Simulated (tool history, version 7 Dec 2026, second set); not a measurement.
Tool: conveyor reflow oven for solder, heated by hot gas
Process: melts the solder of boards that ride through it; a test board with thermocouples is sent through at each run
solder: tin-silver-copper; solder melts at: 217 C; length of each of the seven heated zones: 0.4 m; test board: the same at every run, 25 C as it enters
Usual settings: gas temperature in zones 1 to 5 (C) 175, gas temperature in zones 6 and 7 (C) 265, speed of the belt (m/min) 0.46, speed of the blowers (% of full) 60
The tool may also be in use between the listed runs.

run	hour	gas temperature in zones 1 to 5 (C)	gas temperature in zones 6 and 7 (C)	speed of the belt (m/min)	speed of the blowers (% of full)	highest temperature of the board (C)	time above the solder's melting point (s)
1	0	175	265	0.46	60	246.5	71.3
2	7.8	175	265	0.46	54	245	67.7
3	13.2	175	265	0.46	54	244.9	68.8
4	22.2	175	265	0.46	60	246.6	70.2
5	26.9	175	265	0.46	60	246.2	70.8
6	36.2	175	267	0.46	60	248.3	73.4
7	46.3	175	265	0.392	60	251	92.1
8	50.7	175	265	0.46	60	246	70.4
9	58.2	175	265	0.46	60	246.7	70.8
10	65.6	175	265	0.46	60	246.4	70.8
11	75.6	175	265	0.46	60	245.7	70.1
12	80	175	265	0.46	55	244.4	67.6
13	90.6	175	265	0.46	60	246.2	70.3
14	96.8	175	265	0.46	60	246.2	70.3
15	102.4	175	265	0.46	60	245.9	71.2
16	112.3	167	265	0.449	75	248.3	72.8

Forecast run 17:
17	122.5	180	265	0.46	88	?	?

Run 17 gave highest temperature of the board (C) 251.9, time above the solder's melting point (s) 81.
Without the tool's hidden state the same run would have given highest temperature of the board (C) 252.5, time above the solder's melting point (s) 81.4.
